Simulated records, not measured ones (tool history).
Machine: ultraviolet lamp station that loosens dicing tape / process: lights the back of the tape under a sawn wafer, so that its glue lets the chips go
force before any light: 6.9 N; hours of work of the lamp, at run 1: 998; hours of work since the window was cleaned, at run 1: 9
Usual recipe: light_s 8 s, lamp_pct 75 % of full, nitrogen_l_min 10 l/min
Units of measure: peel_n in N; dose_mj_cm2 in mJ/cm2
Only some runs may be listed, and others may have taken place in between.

run,hour,light_s,lamp_pct,nitrogen_l_min,hours of work of the lamp,hours of work since the window was cleaned,peel_n,dose_mj_cm2
1,0,8,75,10,998,9,0.972,272
2,68.5,8,75,10,1037,48,1.034,268
3,116.3,8,66,10,1065,76,1.31,232
4,164.7,15,66,10,1093,104,0.419,428
5,218.3,15,66,10,1124,135,0.437,416
6,275.8,15,66,10,1157,168,0.456,409
7,324.8,15,66,10,1185,196,0.465,403
8,391.3,8,75,10,1223,234,1.31,235
9,446,8,93,10,1255,266,0.903,290
10,475.8,9,66,10,1272,283,1.304,225
11,545.3,5,81,10,1312,323,2.3,154
12,577.2,8,66,10,1330,341,1.67,195

Run 13 comes next. What will it give?
13,631.1,8,66,10,1361,372,?,?

Run 13 yielded peel_n 1.653 N, dose_mj_cm2 190 mJ/cm2.
Take away the tool's hidden state, keep the run-to-run variation as it was, and the same run would have given peel_n 0.832 N, dose_mj_cm2 295 mJ/cm2.
